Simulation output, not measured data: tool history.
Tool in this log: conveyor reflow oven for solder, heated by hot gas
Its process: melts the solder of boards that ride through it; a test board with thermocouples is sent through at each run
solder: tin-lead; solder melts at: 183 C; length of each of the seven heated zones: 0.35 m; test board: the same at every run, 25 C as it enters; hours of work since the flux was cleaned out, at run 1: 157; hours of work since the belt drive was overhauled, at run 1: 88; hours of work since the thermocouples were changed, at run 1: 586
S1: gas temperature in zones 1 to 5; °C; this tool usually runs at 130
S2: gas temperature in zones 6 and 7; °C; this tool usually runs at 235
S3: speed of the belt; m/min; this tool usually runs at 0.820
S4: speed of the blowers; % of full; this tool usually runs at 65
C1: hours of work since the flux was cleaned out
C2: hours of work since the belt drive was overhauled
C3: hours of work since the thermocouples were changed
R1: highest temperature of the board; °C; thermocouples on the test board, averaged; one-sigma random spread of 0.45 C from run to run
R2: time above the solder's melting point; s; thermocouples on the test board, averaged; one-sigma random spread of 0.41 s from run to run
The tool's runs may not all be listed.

{"run": 1, "hour": 0.0, "S1": 130, "S2": 235, "S3": 0.82, "S4": 65, "C1": 157, "C2": 88, "C3": 586, "R1": 209.1, "R2": 31.7}
{"run": 2, "hour": 71.1, "S1": 130, "S2": 235, "S3": 0.82, "S4": 65, "C1": 208, "C2": 139, "C3": 637, "R1": 209.5, "R2": 31.7}
{"run": 3, "hour": 145.6, "S1": 130, "S2": 235, "S3": 0.672, "S4": 65, "C1": 262, "C2": 193, "C3": 690, "R1": 217.4, "R2": 44.4}
{"run": 4, "hour": 186.4, "S1": 130, "S2": 235, "S3": 0.672, "S4": 65, "C1": 291, "C2": 222, "C3": 720, "R1": 216.4, "R2": 43.8}
{"run": 5, "hour": 245.7, "S1": 130, "S2": 235, "S3": 0.672, "S4": 65, "C1": 334, "C2": 265, "C3": 763, "R1": 216.1, "R2": 43.7}
{"run": 6, "hour": 314.6, "S1": 130, "S2": 246, "S3": 0.82, "S4": 65, "C1": 384, "C2": 314, "C3": 812, "R1": 217.4, "R2": 36.6}
{"run": 7, "hour": 357.8, "S1": 130, "S2": 246, "S3": 0.82, "S4": 88, "C1": 415, "C2": 345, "C3": 843, "R1": 224.4, "R2": 40.1}
{"hour": 415.5, "done": "thermocouples of zones 6 and 7 changed"}
{"run": 8, "hour": 436.3, "S1": 138, "S2": 235, "S3": 0.82, "S4": 64, "C1": 470, "C2": 400, "C3": 15, "R1": 210.8, "R2": 33.2}
{"hour": 472.7, "done": "flux residue cleaned out of gas plates and filters"}
{"run": 9, "hour": 496.9, "S1": 138, "S2": 235, "S3": 0.82, "S4": 64, "C1": 17, "C2": 440, "C3": 55, "R1": 213.5, "R2": 35.8}

Run 10 comes next. What will it give?
{"run": 10, "hour": 555.0, "S1": 138, "S2": 240, "S3": 0.82, "S4": 64, "C1": 59, "C2": 482, "C3": 97, "R1": "?", "R2": "?"}

For run 10 the tool returned R1 216.8 °C, R2 37.6 s.
Take away the tool's hidden state, keep the run-to-run variation as it was, and the same run would have given R1 217.4 °C, R2 37.7 s.
